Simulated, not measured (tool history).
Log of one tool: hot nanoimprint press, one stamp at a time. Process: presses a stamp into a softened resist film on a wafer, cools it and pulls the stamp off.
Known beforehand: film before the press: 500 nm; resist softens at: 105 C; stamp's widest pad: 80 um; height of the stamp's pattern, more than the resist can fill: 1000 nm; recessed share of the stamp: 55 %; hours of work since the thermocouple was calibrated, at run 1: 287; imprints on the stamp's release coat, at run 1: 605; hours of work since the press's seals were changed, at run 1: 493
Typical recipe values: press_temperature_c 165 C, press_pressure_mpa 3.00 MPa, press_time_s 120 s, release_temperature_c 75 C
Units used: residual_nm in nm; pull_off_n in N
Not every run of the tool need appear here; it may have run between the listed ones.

run	day	press_temperature_c	press_pressure_mpa	press_time_s	release_temperature_c	hours of work since the thermocouple was calibrated	imprints on the stamp's release coat	hours of work since the press's seals were changed	residual_nm	pull_off_n
1	0.000	165	3.00	120	75	287	605	493	241.9	234
2	1.962	177	3.00	120	75	317	727	523	170.0	242
# day 4.054: stamp cleaned and given a new release coat
3	4.192	165	3.00	120	75	347	9	553	242.1	206
4	6.142	165	3.00	120	75	377	129	582	241.9	213
5	7.600	156	3.00	120	75	399	220	605	314.8	216
6	9.771	165	2.22	120	75	432	354	638	273.7	220
7	11.150	165	2.22	120	75	453	440	659	273.5	227
8	14.146	165	2.22	120	75	499	625	704	271.8	232
9	17.171	165	2.22	120	76	545	813	750	272.2	243
# day 17.896: stamp cleaned and given a new release coat
10	19.204	165	2.22	120	76	572	81	778	272.2	203
# day 20.462: plate thermocouple calibrated
11	21.675	165	3.00	120	60	18	226	813	228.8	261
12	24.338	174	3.00	120	81	59	391	854	173.6	198
13	26.375	174	3.00	120	81	90	517	885	173.9	201
14	29.638	165	4.79	120	75	140	719	935	182.1	237
# day 30.546: plate thermocouple calibrated, once more
# day 31.888: stamp cleaned and given a new release coat
15	32.033	172	3.04	144	78	19	9	965	189.5	199
16	35.200	157	1.87	72	65	67	205	1014	407.2	246
17	37.333	171	1.87	100	65	100	337	1046	274.4	253
18	38.746	170	2.09	158	65	121	424	1068	228.9	259
# day 40.317: press's hydraulic seals changed and the load cell set to zero
19	42.133	165	1.93	120	75	168	614	28	294.3	239
20	44.921	170	1.93	120	75	210	786	70	253.8	244
# day 46.038: stamp cleaned and given a new release coat
21	48.417	170	1.93	70	75	260	148	120	303.2	214
22	51.362	175	4.52	120	71	304	330	164	143.9	231

Forecast each of these 4 alternatives for the next run:
A	53.946	175	4.52	209	66	344	490	204	?	?
B	53.946	163	3.00	120	75	344	490	204	?	?
C	53.946	154	3.03	170	71	344	490	204	?	?
D	53.946	175	4.52	93	82	344	490	204	?	?

run	residual_nm	pull_off_n
A	114.4	266
B	253.3	230
C	300.3	245
D	158.2	207
Without the tool's hidden state the same runs would have given:
run	residual_nm	pull_off_n
A	117.4	242
B	261.5	210
C	310.5	223
D	162.3	189

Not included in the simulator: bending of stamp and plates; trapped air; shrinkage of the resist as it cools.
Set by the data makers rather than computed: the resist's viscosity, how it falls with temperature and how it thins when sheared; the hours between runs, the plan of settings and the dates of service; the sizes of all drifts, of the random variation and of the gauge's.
